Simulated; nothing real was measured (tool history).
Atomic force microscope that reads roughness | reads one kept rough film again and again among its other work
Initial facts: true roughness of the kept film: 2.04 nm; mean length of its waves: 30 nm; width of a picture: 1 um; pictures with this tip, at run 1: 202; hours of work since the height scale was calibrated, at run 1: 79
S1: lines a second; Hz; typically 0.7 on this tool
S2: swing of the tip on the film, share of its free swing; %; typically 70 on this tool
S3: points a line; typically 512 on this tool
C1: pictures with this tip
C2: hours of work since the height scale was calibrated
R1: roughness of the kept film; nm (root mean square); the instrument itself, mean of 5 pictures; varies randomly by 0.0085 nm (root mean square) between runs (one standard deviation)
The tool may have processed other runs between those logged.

| run | hour | S1 | S2 | S3 | C1 | C2 | R1 |
|---|---|---|---|---|---|---|---|
| 1 | 0 | 0.7 | 70 | 512 | 202 | 79 | 1.837 |
| 2 | 9.1 | 0.7 | 70 | 512 | 209 | 83 | 1.828 |
| 3 | 17.3 | 0.7 | 70 | 512 | 215 | 87 | 1.825 |
| 4 | 25 | 0.7 | 70 | 512 | 221 | 90 | 1.825 |
| 5 | 29.5 | 0.7 | 70 | 512 | 224 | 92 | 1.81 |
| 6 | 36.5 | 0.7 | 78 | 512 | 229 | 95 | 1.796 |
| 7 | 46 | 0.7 | 70 | 512 | 237 | 99 | 1.803 |
| 8 | 50.8 | 0.7 | 70 | 512 | 240 | 101 | 1.817 |
| 9 | 54.8 | 0.7 | 70 | 512 | 243 | 103 | 1.807 |
| 10 | 59.4 | 0.7 | 70 | 512 | 247 | 105 | 1.828 |
| 11 | 65.6 | 0.7 | 70 | 512 | 252 | 108 | 1.81 |
| 12 | 72.9 | 0.7 | 70 | 512 | 257 | 111 | 1.832 |
| 13 | 82.3 | 0.7 | 66 | 512 | 264 | 115 | 1.824 |
| 14 | 91.1 | 0.7 | 66 | 512 | 271 | 119 | 1.831 |
| 15 | 98.4 | 0.7 | 66 | 512 | 276 | 122 | 1.808 |
| 16 | 107.6 | 0.7 | 70 | 512 | 283 | 126 | 1.82 |
| 17 | 112.6 | 0.7 | 70 | 512 | 287 | 129 | 1.83 |
| 18 | 117 | 0.7 | 70 | 512 | 290 | 131 | 1.811 |
| 19 | 122.4 | 0.7 | 70 | 512 | 295 | 133 | 1.801 |

What does the tool deliver on the next run?
| 20 | 130.3 | 0.7 | 71 | 613 | 301 | 136 | ? |

R1: 1.801 nm (root mean square)
With the hidden condition absent and the run-to-run variation left alone, this run would have shown R1 1.882 nm (root mean square).
